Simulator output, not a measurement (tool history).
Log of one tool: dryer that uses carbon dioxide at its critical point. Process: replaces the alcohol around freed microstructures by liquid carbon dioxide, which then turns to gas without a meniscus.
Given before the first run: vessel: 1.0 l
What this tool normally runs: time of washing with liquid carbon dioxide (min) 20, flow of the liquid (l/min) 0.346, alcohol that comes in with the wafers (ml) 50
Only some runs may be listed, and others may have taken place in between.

run	hour	time of washing with liquid carbon dioxide (min)	flow of the liquid (l/min)	alcohol that comes in with the wafers (ml)	alcohol left in the vessel before it's heated (ppm by volume)
1	0	20	0.346	50	157
2	56.6	20	0.346	50	149
3	105.3	20	0.346	50	170
4	130.7	20	0.346	50	173
5	177.3	20	0.346	50	178
6	222.9	20	0.346	50	182
7	257.2	20	0.346	80	280
8	301.7	21	0.346	50	169
9	338.6	21	0.346	50	170
10	362	20	0.346	32	158
11	390.9	20	0.346	32	156
12	425.3	20	0.462	24	78
13	481	20	0.462	24	86
14	519.5	13	0.414	50	679

3 ways to go on from here, each from the tool as it stands after run 14. What would each give?
A	571.1	20	0.346	57	?
B	571.1	17	0.481	50	?
C	571.1	20	0.4	50	?

run	alcohol left in the vessel before it's heated (ppm by volume)
A	280
B	145
C	154
With no hidden state in the tool, these same runs would have given:
run	alcohol left in the vessel before it's heated (ppm by volume)
A	139
B	45
C	53
